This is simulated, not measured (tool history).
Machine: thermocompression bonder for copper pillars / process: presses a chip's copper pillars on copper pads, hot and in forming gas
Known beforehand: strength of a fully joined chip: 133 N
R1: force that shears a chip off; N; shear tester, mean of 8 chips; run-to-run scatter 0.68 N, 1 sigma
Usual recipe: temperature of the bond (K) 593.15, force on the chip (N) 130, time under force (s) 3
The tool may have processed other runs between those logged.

run 1 hour=0 | temperature_of_the_bond_(K)=593.15 force_on_the_chip_(N)=130 time_under_force_(s)=3 | R1=93.9
run 2 hour=40.6 | temperature_of_the_bond_(K)=593.15 force_on_the_chip_(N)=130 time_under_force_(s)=3 | R1=93.8
run 3 hour=77.4 | temperature_of_the_bond_(K)=593.15 force_on_the_chip_(N)=130 time_under_force_(s)=3 | R1=94.7
run 4 hour=122.3 | temperature_of_the_bond_(K)=593.15 force_on_the_chip_(N)=130 time_under_force_(s)=3 | R1=94.2
run 5 hour=145 | temperature_of_the_bond_(K)=593.15 force_on_the_chip_(N)=130 time_under_force_(s)=3 | R1=93.2
run 6 hour=192.1 | temperature_of_the_bond_(K)=593.15 force_on_the_chip_(N)=166 time_under_force_(s)=3 | R1=108.4
run 7 hour=221.3 | temperature_of_the_bond_(K)=608.15 force_on_the_chip_(N)=130 time_under_force_(s)=3 | R1=101
run 8 hour=256.1 | temperature_of_the_bond_(K)=608.15 force_on_the_chip_(N)=130 time_under_force_(s)=3 | R1=98.8
run 9 hour=284.5 | temperature_of_the_bond_(K)=608.15 force_on_the_chip_(N)=130 time_under_force_(s)=3 | R1=100.5
run 10 hour=325.9 | temperature_of_the_bond_(K)=593.15 force_on_the_chip_(N)=130 time_under_force_(s)=2 | R1=83.1
run 11 hour=348.7 | temperature_of_the_bond_(K)=593.15 force_on_the_chip_(N)=130 time_under_force_(s)=3 | R1=92
run 12 hour=370.8 | temperature_of_the_bond_(K)=593.15 force_on_the_chip_(N)=130 time_under_force_(s)=3 | R1=92.6
run 13 hour=420.9 | temperature_of_the_bond_(K)=593.15 force_on_the_chip_(N)=130 time_under_force_(s)=3 | R1=92
run 14 hour=451.9 | temperature_of_the_bond_(K)=593.15 force_on_the_chip_(N)=130 time_under_force_(s)=3 | R1=91
run 15 hour=485.1 | temperature_of_the_bond_(K)=593.15 force_on_the_chip_(N)=130 time_under_force_(s)=7 | R1=107.4
-- hour=510.3 forming gas filter changed
run 16 hour=534.6 | temperature_of_the_bond_(K)=593.15 force_on_the_chip_(N)=130 time_under_force_(s)=7 | R1=114.1
run 17 hour=570.1 | temperature_of_the_bond_(K)=593.15 force_on_the_chip_(N)=130 time_under_force_(s)=7 | R1=114.3
run 18 hour=610 | temperature_of_the_bond_(K)=593.15 force_on_the_chip_(N)=130 time_under_force_(s)=7 | R1=114.7
run 19 hour=645.5 | temperature_of_the_bond_(K)=593.15 force_on_the_chip_(N)=130 time_under_force_(s)=7 | R1=114.2
run 20 hour=697.9 | temperature_of_the_bond_(K)=593.15 force_on_the_chip_(N)=80 time_under_force_(s)=3 | R1=64.5
run 21 hour=732 | temperature_of_the_bond_(K)=593.15 force_on_the_chip_(N)=134 time_under_force_(s)=4 | R1=105.1

The next listed run, before its measurement:
run 22 hour=762.4 | temperature_of_the_bond_(K)=591.15 force_on_the_chip_(N)=87 time_under_force_(s)=3 | R1=?

{"run 22": {"R1": 68}}
Without the tool's hidden state the same run would have given R1 66.5 N.
